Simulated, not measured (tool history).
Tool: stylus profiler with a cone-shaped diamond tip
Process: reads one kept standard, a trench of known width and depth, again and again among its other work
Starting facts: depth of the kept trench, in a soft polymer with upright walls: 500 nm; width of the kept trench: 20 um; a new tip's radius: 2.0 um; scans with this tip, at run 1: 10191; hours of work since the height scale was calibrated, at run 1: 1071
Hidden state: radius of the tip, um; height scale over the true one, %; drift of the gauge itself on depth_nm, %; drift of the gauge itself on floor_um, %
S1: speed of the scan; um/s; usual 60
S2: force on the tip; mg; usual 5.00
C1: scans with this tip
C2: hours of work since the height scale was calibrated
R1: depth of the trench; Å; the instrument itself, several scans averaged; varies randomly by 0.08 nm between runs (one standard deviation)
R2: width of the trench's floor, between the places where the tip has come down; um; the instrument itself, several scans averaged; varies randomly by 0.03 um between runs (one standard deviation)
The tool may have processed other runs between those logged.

run	hour	S1	S2	C1	C2	R1	R2
1	0.0	60	5.00	10191	1071	5117.5	16.57
2	51.1	60	5.00	10406	1093	5118.9	16.52
3	99.7	60	5.00	10610	1115	5115.9	16.53
4	139.1	60	5.00	10775	1132	5118.0	16.53
5	200.3	175	5.00	11031	1159	5117.0	16.24
6	240.6	60	5.00	11201	1177	5115.6	16.46
7	326.5	60	5.00	11561	1214	5116.2	16.45
8	388.1	60	5.00	11819	1242	5116.6	16.46
9	431.1	60	5.00	12000	1261	5115.9	16.48
10	478.8	60	5.00	12200	1282	5117.1	16.42
11	553.9	60	5.00	12515	1315	5115.4	16.45
12	595.2	60	1.82	12688	1333	5051.1	16.33
13	681.4	60	1.82	13050	1371	5051.0	16.30
14	734.6	127	5.00	13273	1394	5116.1	16.16
15	806.5	127	5.00	13575	1426	5113.5	16.24
# hour 814.3: height scale calibrated on a step standard
16	873.8	163	1.77	13855	26	5045.3	15.85
17	931.4	153	5.44	14096	52	5118.5	16.11
18	987.1	153	5.44	14330	76	5119.3	16.15
19	1024.4	48	8.41	14487	93	5163.4	16.29
20	1085.9	48	8.41	14744	120	5165.2	16.30
21	1127.2	94	5.77	14918	138	5124.1	16.20
# hour 1145.2: height scale calibrated on a step standard, once more
22	1205.9	94	5.77	15246	27	5142.9	16.24
23	1242.4	43	1.92	15399	43	5068.8	16.23
24	1304.5	43	1.92	15659	70	5067.3	16.21
25	1358.8	141	6.54	15887	94	5156.1	16.07
26	1424.2	48	7.71	16162	123	5174.8	16.23
27	1481.3	33	12.95	16401	148	5246.3	16.28
28	1530.5	118	11.71	16607	170	5228.2	16.18
29	1590.5	118	11.71	16859	196	5229.7	16.14
30	1679.2	44	12.37	17231	235	5236.4	16.23

Consider 3 possible next runs. They are alternatives, not a sequence: every one starts from the tool as it was left by run 30. What does each give?
A	1757.4	126	9.57	17559	270	?	?
B	1757.4	58	5.00	17559	270	?	?
C	1757.4	25	3.22	17559	270	?	?

run	R1	R2
A	5197.9	16.09
B	5127.2	16.14
C	5095.7	16.22
The same runs, with their run-to-run variation unchanged, on a tool lacking any hidden condition would have given:
run	R1	R2
A	5199.8	17.16
B	5129.1	17.21
C	5097.6	17.29

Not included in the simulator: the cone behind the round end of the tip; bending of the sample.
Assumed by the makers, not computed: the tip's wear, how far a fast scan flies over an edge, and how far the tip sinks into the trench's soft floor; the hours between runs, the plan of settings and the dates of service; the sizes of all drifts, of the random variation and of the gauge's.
